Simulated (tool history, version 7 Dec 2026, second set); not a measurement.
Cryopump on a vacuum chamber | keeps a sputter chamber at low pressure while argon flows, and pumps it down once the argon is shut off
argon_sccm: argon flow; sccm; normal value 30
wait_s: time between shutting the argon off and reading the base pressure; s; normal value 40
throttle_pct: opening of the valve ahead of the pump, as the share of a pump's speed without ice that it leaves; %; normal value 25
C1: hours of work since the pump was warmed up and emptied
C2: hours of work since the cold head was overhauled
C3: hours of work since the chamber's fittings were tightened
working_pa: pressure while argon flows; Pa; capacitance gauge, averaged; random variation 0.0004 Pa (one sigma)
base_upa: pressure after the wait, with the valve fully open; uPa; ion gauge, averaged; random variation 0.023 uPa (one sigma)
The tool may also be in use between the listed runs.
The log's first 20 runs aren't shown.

{"run": 21, "hour": 1675.5, "argon_sccm": 14, "wait_s": 34, "throttle_pct": 25, "C1": 684, "C2": 2925, "C3": 1047, "working_pa": 0.0408, "base_upa": 1.55}
{"run": 22, "hour": 1796.1, "argon_sccm": 14, "wait_s": 34, "throttle_pct": 26, "C1": 744, "C2": 2986, "C3": 1107, "working_pa": 0.0404, "base_upa": 1.6}
{"run": 23, "hour": 1873.9, "argon_sccm": 30, "wait_s": 40, "throttle_pct": 35, "C1": 783, "C2": 3025, "C3": 1146, "working_pa": 0.0646, "base_upa": 1.4}
{"run": 24, "hour": 1942.2, "argon_sccm": 30, "wait_s": 40, "throttle_pct": 35, "C1": 817, "C2": 3059, "C3": 1180, "working_pa": 0.0661, "base_upa": 1.44}
{"run": 25, "hour": 2006.0, "argon_sccm": 31, "wait_s": 153, "throttle_pct": 20, "C1": 849, "C2": 3091, "C3": 1212, "working_pa": 0.1148, "base_upa": 0.61}
{"run": 26, "hour": 2107.8, "argon_sccm": 31, "wait_s": 153, "throttle_pct": 20, "C1": 900, "C2": 3142, "C3": 1263, "working_pa": 0.1153, "base_upa": 0.63}
{"run": 27, "hour": 2221.5, "argon_sccm": 40, "wait_s": 40, "throttle_pct": 28, "C1": 957, "C2": 3198, "C3": 1320, "working_pa": 0.1087, "base_upa": 1.44}
{"run": 28, "hour": 2328.9, "argon_sccm": 27, "wait_s": 24, "throttle_pct": 40, "C1": 1011, "C2": 3252, "C3": 1374, "working_pa": 0.0532, "base_upa": 2.18}
{"run": 29, "hour": 2419.7, "argon_sccm": 30, "wait_s": 164, "throttle_pct": 18, "C1": 1056, "C2": 3298, "C3": 1419, "working_pa": 0.1239, "base_upa": 0.62}
{"run": 30, "hour": 2534.9, "argon_sccm": 16, "wait_s": 40, "throttle_pct": 30, "C1": 1114, "C2": 3355, "C3": 1477, "working_pa": 0.0412, "base_upa": 1.49}
{"hour": 2545.8, "done": "pump warmed up, emptied and cooled again"}
{"run": 31, "hour": 2645.6, "argon_sccm": 16, "wait_s": 40, "throttle_pct": 30, "C1": 50, "C2": 3408, "C3": 1530, "working_pa": 0.0379, "base_upa": 1.42}
{"run": 32, "hour": 2747.3, "argon_sccm": 23, "wait_s": 40, "throttle_pct": 17, "C1": 101, "C2": 3459, "C3": 1581, "working_pa": 0.0972, "base_upa": 1.38}
{"run": 33, "hour": 2805.5, "argon_sccm": 21, "wait_s": 128, "throttle_pct": 28, "C1": 130, "C2": 3488, "C3": 1610, "working_pa": 0.0542, "base_upa": 0.65}
{"run": 34, "hour": 2912.9, "argon_sccm": 26, "wait_s": 22, "throttle_pct": 43, "C1": 184, "C2": 3542, "C3": 1664, "working_pa": 0.0435, "base_upa": 2.25}
{"run": 35, "hour": 2986.8, "argon_sccm": 25, "wait_s": 40, "throttle_pct": 25, "C1": 221, "C2": 3579, "C3": 1701, "working_pa": 0.0724, "base_upa": 1.43}

Here are 3 independent what-if runs from the current tool condition. What would each one return?
{"run": "A", "hour": 3055.1, "argon_sccm": 53, "wait_s": 187, "throttle_pct": 55, "C1": 255, "C2": 3613, "C3": 1735, "working_pa": "?", "base_upa": "?"}
{"run": "B", "hour": 3055.1, "argon_sccm": 34, "wait_s": 40, "throttle_pct": 25, "C1": 255, "C2": 3613, "C3": 1735, "working_pa": "?", "base_upa": "?"}
{"run": "C", "hour": 3055.1, "argon_sccm": 25, "wait_s": 31, "throttle_pct": 25, "C1": 255, "C2": 3613, "C3": 1735, "working_pa": "?", "base_upa": "?"}

run=A working_pa=0.0714 base_upa=0.57
run=B working_pa=0.0989 base_upa=1.42
run=C working_pa=0.0726 base_upa=1.75
With the hidden condition removed and each run's random variation left untouched, the same runs would have given:
run=A working_pa=0.0681 base_upa=0.35
run=B working_pa=0.0969 base_upa=1.21
run=C working_pa=0.071 base_upa=1.54
